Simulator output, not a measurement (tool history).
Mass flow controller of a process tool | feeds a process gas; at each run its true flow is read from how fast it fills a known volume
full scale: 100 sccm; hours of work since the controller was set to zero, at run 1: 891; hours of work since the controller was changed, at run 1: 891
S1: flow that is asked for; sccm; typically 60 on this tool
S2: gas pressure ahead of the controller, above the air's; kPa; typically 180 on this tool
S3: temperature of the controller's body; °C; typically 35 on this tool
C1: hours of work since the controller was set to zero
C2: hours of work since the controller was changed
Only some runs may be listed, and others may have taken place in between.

Run 1, hour 0.0: usual settings; C1 891; C2 891. Result: true flow (%) 100.69.
Run 2, hour 235.6: usual settings; C1 985; C2 985. Result: true flow (%) 100.42.
Run 3, hour 363.6: usual settings; C1 1035; C2 1035. Result: true flow (%) 100.44.
Run 4, hour 588.3: usual settings but S3 39 °C; C1 1125; C2 1125. Result: true flow (%) 100.81.
Run 5, hour 854.2: usual settings but S2 143 kPa; C1 1230; C2 1230. Result: true flow (%) 100.60.
Run 6, hour 1047.2: usual settings but S2 143 kPa; C1 1307; C2 1307. Result: true flow (%) 100.63.
Run 7, hour 1263.3: usual settings but S2 143 kPa; C1 1392; C2 1392. Result: true flow (%) 100.48.
Run 8, hour 1426.3: usual settings but S1 19 sccm, S2 143 kPa; C1 1457; C2 1457. Result: true flow (%) 99.95.
Run 9, hour 1694.6: usual settings but S1 19 sccm, S2 143 kPa; C1 1564; C2 1564. Result: true flow (%) 100.00.
Run 10, hour 1834.7: usual settings but S1 19 sccm, S2 143 kPa; C1 1619; C2 1619. Result: true flow (%) 99.85.
Run 11, hour 2107.6: usual settings but S3 37 °C; C1 1727; C2 1727. Result: true flow (%) 100.19.
Run 12, hour 2374.2: usual settings; C1 1833; C2 1833. Result: true flow (%) 99.92.
Run 13, hour 2633.4: usual settings; C1 1936; C2 1936. Result: true flow (%) 99.77.
Run 14, hour 2907.1: usual settings but S2 204 kPa; C1 2045; C2 2045. Result: true flow (%) 99.48.
Run 15, hour 3111.3: usual settings but S2 204 kPa; C1 2126; C2 2126. Result: true flow (%) 99.58.
Run 16, hour 3299.7: usual settings but S1 24 sccm; C1 2201; C2 2201. Result: true flow (%) 99.34.
Run 17, hour 3448.5: usual settings but S2 163 kPa; C1 2260; C2 2260. Result: true flow (%) 99.99.
Run 18, hour 3626.1: usual settings but S2 163 kPa; C1 2330; C2 2330. Result: true flow (%) 99.76.
Run 19, hour 3855.5: usual settings but S2 163 kPa; C1 2421; C2 2421. Result: true flow (%) 99.68.
Run 20, hour 3975.2: usual settings but S2 163 kPa; C1 2469; C2 2469. Result: true flow (%) 99.65.
Run 21, hour 4165.8: usual settings but S2 163 kPa; C1 2544; C2 2544. Result: true flow (%) 99.54.
Run 22, hour 4426.9: usual settings but S2 163 kPa; C1 2648; C2 2648. Result: true flow (%) 99.53.
Run 23, hour 4661.0: usual settings but S2 163 kPa; C1 2741; C2 2741. Result: true flow (%) 99.51.
Run 24, hour 4915.5: usual settings but S2 163 kPa; C1 2842; C2 2842. Result: true flow (%) 99.44.
Run 25, hour 5179.9: usual settings but S2 248 kPa; C1 2947; C2 2947. Result: true flow (%) 98.72.
Run 26, hour 5444.4: usual settings but S1 19 sccm, S2 275 kPa, S3 24 °C; C1 3052; C2 3052. Result: true flow (%) 97.34.
Run 27, hour 5664.9: usual settings but S1 37 sccm, S2 275 kPa, S3 24 °C; C1 3139; C2 3139. Result: true flow (%) 97.47.
Run 28, hour 5861.8: usual settings but S1 37 sccm, S2 275 kPa, S3 24 °C; C1 3217; C2 3217. Result: true flow (%) 97.40.
Run 29, hour 6015.1: usual settings but S1 37 sccm, S2 275 kPa, S3 24 °C; C1 3278; C2 3278. Result: true flow (%) 97.27.
Run 30, hour 6139.3: usual settings; C1 3327; C2 3327. Result: true flow (%) 99.01.

What does the tool deliver on the next run?
Run 31, hour 6351.9: usual settings but S1 20 sccm, S3 30 °C; C1 3412; C2 3412. Result: true flow (%) ?.

true flow (%): 98.19
Were there no unlogged condition in the tool, this run, its random variation unchanged, would have produced true flow (%) 99.77.

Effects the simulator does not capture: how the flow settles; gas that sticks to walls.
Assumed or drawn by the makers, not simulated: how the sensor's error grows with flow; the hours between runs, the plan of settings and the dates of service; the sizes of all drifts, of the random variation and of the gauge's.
